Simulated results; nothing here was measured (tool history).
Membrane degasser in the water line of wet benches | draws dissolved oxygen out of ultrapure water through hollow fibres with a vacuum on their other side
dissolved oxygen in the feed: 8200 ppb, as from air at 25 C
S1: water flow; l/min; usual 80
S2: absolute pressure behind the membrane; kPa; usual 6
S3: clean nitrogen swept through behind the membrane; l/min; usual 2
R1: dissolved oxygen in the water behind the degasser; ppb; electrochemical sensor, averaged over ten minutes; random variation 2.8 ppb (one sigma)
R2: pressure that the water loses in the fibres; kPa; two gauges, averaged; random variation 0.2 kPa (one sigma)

Run 1, day 0: usual settings. Result: R1 302.7 ppb, R2 46.06 kPa.
Run 2, day 1.554: usual settings. Result: R1 297.2 ppb, R2 45.75 kPa.
Run 3, day 4.162: usual settings. Result: R1 301 ppb, R2 45.94 kPa.
Run 4, day 6.833: usual settings. Result: R1 309 ppb, R2 45.91 kPa.
Run 5, day 8.346: usual settings. Result: R1 304.7 ppb, R2 46.3 kPa.
Run 6, day 9.592: usual settings. Result: R1 302 ppb, R2 45.99 kPa.
Run 7, day 11.275: usual settings. Result: R1 300.4 ppb, R2 46.11 kPa.
Run 8, day 13.062: usual settings. Result: R1 308.9 ppb, R2 46.06 kPa.
Run 9, day 14.983: usual settings. Result: R1 304.6 ppb, R2 46.07 kPa.
Run 10, day 17.058: usual settings. Result: R1 306.5 ppb, R2 45.58 kPa.
Run 11, day 18.458: usual settings. Result: R1 305.8 ppb, R2 46.19 kPa.
Run 12, day 20.821: usual settings. Result: R1 303.3 ppb, R2 46.42 kPa.
Run 13, day 22.662: usual settings but S2 12.33 kPa. Result: R1 760.5 ppb, R2 46.21 kPa.
Run 14, day 25.104: usual settings but S2 12.33 kPa. Result: R1 773.6 ppb, R2 46.52 kPa.
Run 15, day 26.325: usual settings but S2 12.33 kPa. Result: R1 755 ppb, R2 46.54 kPa.
Run 16, day 27.892: usual settings but S2 12.33 kPa. Result: R1 768.9 ppb, R2 46.54 kPa.
Run 17, day 30.154: usual settings but S2 12.33 kPa. Result: R1 770.5 ppb, R2 46.18 kPa.
Run 18, day 31.388: usual settings but S1 68 l/min, S2 9.98 kPa. Result: R1 517.4 ppb, R2 39.45 kPa.
Run 19, day 33.483: usual settings but S1 68 l/min, S2 11.31 kPa, S3 5.43 l/min. Result: R1 288.6 ppb, R2 39.32 kPa.
Run 20, day 35.871: usual settings but S1 68 l/min, S2 11.31 kPa, S3 5.43 l/min. Result: R1 288.2 ppb, R2 39.58 kPa.
Run 21, day 38.029: usual settings but S1 86 l/min, S2 9.73 kPa, S3 1.59 l/min. Result: R1 730.7 ppb, R2 49.48 kPa.
At day 39.296: vacuum gauge calibrated.
Run 22, day 39.525: usual settings but S1 86 l/min, S2 9.73 kPa, S3 1.59 l/min. Result: R1 693.8 ppb, R2 49.57 kPa.
Run 23, day 42.079: usual settings but S1 86 l/min, S2 9.73 kPa, S3 1.59 l/min. Result: R1 694 ppb, R2 50.04 kPa.
Run 24, day 44.55: usual settings but S1 86 l/min, S2 9.73 kPa, S3 1.59 l/min. Result: R1 679.1 ppb, R2 49.53 kPa.
Run 25, day 46.062: usual settings but S1 86 l/min, S2 9.73 kPa, S3 1.59 l/min. Result: R1 690.6 ppb, R2 49.7 kPa.
Run 26, day 48.688: usual settings but S1 108 l/min, S2 6.75 kPa, S3 4 l/min. Result: R1 304.2 ppb, R2 62.59 kPa.
Run 27, day 50.688: usual settings but S1 88 l/min, S2 7.31 kPa, S3 0.88 l/min. Result: R1 666.2 ppb, R2 51.2 kPa.
Run 28, day 52.579: usual settings but S1 88 l/min, S2 7.77 kPa, S3 0.88 l/min. Result: R1 734.3 ppb, R2 51.17 kPa.
Run 29, day 54.446: usual settings but S1 53 l/min. Result: R1 191.7 ppb, R2 31.15 kPa.
Run 30, day 55.604: usual settings but S1 53 l/min. Result: R1 192.4 ppb, R2 30.77 kPa.
Run 31, day 57.467: usual settings but S1 75 l/min, S3 3.88 l/min. Result: R1 177.5 ppb, R2 43.38 kPa.
Run 32, day 58.554: usual settings but S1 75 l/min, S3 3.88 l/min. Result: R1 180.5 ppb, R2 43.69 kPa.

The same runs without the tool's hidden state, with the same run-to-run variation:
The hidden state here: membrane still open, %; true pressure behind the membrane over the reading, kPa; air that leaks in behind the membrane, l/min; drift of the gauge itself on oxygen_ppb, %; drift of the gauge itself on loss_of_pressure_kpa, %.
run     R1     R2
  1    280  45.93
  2  274.6   45.6
  3  277.5  45.75
  4  284.2  45.69
  5  279.8  46.06
  6  277.1  45.73
  7  275.2  45.83
  8  282.6  45.75
  9  278.1  45.74
 10  279.5  45.22
 11  278.4  45.81
 12  275.6  46.01
 13  734.2  45.77
 14  746.3  46.05
 15  728.1  46.06
 16  741.1  46.04
 17  742.2  45.65
 18  491.5  38.98
 19  274.2  38.82
 20  273.6  39.05
 21  693.7  48.79
 22  691.9  48.86
 23  691.4  49.29
 24  675.9  48.74
 25  686.8   48.9
 26  296.4  61.52
 27  663.5   50.3
 28  731.3  50.24
 29    187  30.57
 30  187.5  30.18
 31  170.7  42.54
 32  173.3  42.83

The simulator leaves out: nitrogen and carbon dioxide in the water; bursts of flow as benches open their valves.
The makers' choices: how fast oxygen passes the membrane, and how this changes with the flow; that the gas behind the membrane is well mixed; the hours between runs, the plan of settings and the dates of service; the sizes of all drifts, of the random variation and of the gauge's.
